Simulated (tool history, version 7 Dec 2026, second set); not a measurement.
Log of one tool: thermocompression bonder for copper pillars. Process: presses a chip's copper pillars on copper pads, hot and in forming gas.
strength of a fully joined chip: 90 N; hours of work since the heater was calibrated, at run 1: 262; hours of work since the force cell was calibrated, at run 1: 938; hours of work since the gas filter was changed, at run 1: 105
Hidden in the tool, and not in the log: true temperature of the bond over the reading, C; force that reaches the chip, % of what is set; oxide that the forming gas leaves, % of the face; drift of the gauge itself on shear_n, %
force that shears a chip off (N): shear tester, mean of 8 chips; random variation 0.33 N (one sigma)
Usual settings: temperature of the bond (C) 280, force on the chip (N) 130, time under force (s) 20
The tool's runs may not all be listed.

| run | day | temperature of the bond (C) | force on the chip (N) | time under force (s) | hours of work since the heater was calibrated | hours of work since the force cell was calibrated | hours of work since the gas filter was changed | force that shears a chip off (N) |
|---|---|---|---|---|---|---|---|---|
| 1 | 0 | 280 | 130 | 20 | 262 | 938 | 105 | 52.4 |
| 2 | 2.912 | 280 | 130 | 20 | 317 | 994 | 160 | 52.3 |
| 3 | 5.688 | 280 | 130 | 20 | 370 | 1046 | 213 | 52.4 |
| 4 | 7.542 | 280 | 130 | 20 | 405 | 1081 | 248 | 51.7 |
| 5 | 10.333 | 280 | 130 | 20 | 457 | 1134 | 301 | 52.4 |
| 6 | 12.267 | 280 | 130 | 20 | 494 | 1171 | 337 | 51.4 |
| 7 | 14.771 | 280 | 130 | 20 | 541 | 1218 | 385 | 52.3 |
| 8 | 16.629 | 280 | 130 | 20 | 577 | 1253 | 420 | 52.5 |
|  | 18.058 | forming gas filter changed |
| 9 | 19.55 | 280 | 130 | 35 | 632 | 1308 | 28 | 61.5 |
| 10 | 22.379 | 280 | 130 | 35 | 685 | 1362 | 82 | 61.3 |
| 11 | 24.058 | 280 | 130 | 35 | 717 | 1393 | 114 | 61.7 |
| 12 | 26.517 | 280 | 130 | 20 | 763 | 1440 | 160 | 51.9 |
| 13 | 29.433 | 280 | 130 | 20 | 819 | 1495 | 215 | 52.4 |
| 14 | 31.042 | 266 | 130 | 20 | 849 | 1526 | 246 | 44.3 |
| 15 | 32.425 | 266 | 130 | 20 | 875 | 1552 | 272 | 44.2 |
| 16 | 35.046 | 266 | 130 | 20 | 925 | 1601 | 322 | 44.3 |
|  | 35.258 | force cell calibrated |
| 17 | 36.892 | 280 | 130 | 20 | 959 | 31 | 355 | 52.6 |
| 18 | 39.788 | 280 | 130 | 20 | 1013 | 86 | 410 | 52.2 |
|  | 41.846 | forming gas filter changed |
| 19 | 42.317 | 280 | 130 | 20 | 1061 | 133 | 9 | 52.5 |
| 20 | 44.267 | 274 | 130 | 20 | 1098 | 170 | 46 | 49.2 |
|  | 45.383 | heater calibrated with a thermocouple chip |
| 21 | 46.671 | 284 | 80 | 12 | 24 | 214 | 90 | 36.3 |
| 22 | 48.025 | 255 | 96 | 12 | 50 | 240 | 115 | 26.2 |
| 23 | 50.762 | 301 | 190 | 23 | 102 | 291 | 167 | 74.4 |
| 24 | 51.954 | 258 | 179 | 20 | 124 | 314 | 190 | 46.7 |
| 25 | 53.75 | 280 | 90 | 44 | 158 | 348 | 224 | 56.8 |
| 26 | 54.983 | 280 | 90 | 44 | 182 | 371 | 247 | 56.3 |
| 27 | 56.746 | 266 | 80 | 21 | 215 | 405 | 280 | 34.8 |
| 28 | 59.017 | 266 | 80 | 21 | 258 | 448 | 323 | 34.8 |
| 29 | 61.433 | 266 | 80 | 21 | 304 | 493 | 369 | 34.8 |
| 30 | 63.558 | 296 | 80 | 26 | 344 | 534 | 409 | 54.5 |
|  | 65.612 | forming gas filter changed |
| 31 | 65.612 | 307 | 116 | 20 | 382 | 572 | 0 | 65.4 |
| 32 | 67.688 | 307 | 116 | 20 | 422 | 611 | 39 | 64.8 |
| 33 | 69.333 | 307 | 116 | 20 | 453 | 643 | 70 | 65.4 |
| 34 | 71.342 | 307 | 116 | 20 | 491 | 681 | 108 | 64.8 |
| 35 | 72.642 | 307 | 116 | 20 | 516 | 705 | 133 | 64.4 |
| 36 | 74.012 | 280 | 130 | 21 | 541 | 731 | 159 | 53.5 |
| 37 | 75.996 | 286 | 174 | 20 | 579 | 769 | 197 | 62.6 |
| 38 | 78.925 | 276 | 106 | 20 | 634 | 824 | 252 | 45.4 |
| 39 | 80.871 | 280 | 130 | 19 | 671 | 861 | 289 | 51.5 |
| 40 | 82.892 | 280 | 121 | 20 | 710 | 899 | 327 | 50.6 |

Hidden state at the last listed run before each entry between runs and at the first one after, where it differs:
Between runs 8 and 9: forming gas filter changed (day 18.058)
  oxide that the forming gas leaves, % of the face: 0.67 -> 0.52
Between runs 16 and 17: force cell calibrated (day 35.258)
  force that reaches the chip, % of what is set: 99.7 -> 100; oxide that the forming gas leaves, % of the face: 0.63 -> 0.64
Between runs 18 and 19: forming gas filter changed (day 41.846)
  true temperature of the bond over the reading, C: 0.3 -> 0.4; force that reaches the chip, % of what is set: 100 -> 99.9; oxide that the forming gas leaves, % of the face: 0.67 -> 0.52
Between runs 20 and 21: heater calibrated with a thermocouple chip (day 45.383)
  true temperature of the bond over the reading, C: 0.4 -> 0; oxide that the forming gas leaves, % of the face: 0.53 -> 0.55
Between runs 30 and 31: forming gas filter changed (day 65.612)
  oxide that the forming gas leaves, % of the face: 0.67 -> 0.5

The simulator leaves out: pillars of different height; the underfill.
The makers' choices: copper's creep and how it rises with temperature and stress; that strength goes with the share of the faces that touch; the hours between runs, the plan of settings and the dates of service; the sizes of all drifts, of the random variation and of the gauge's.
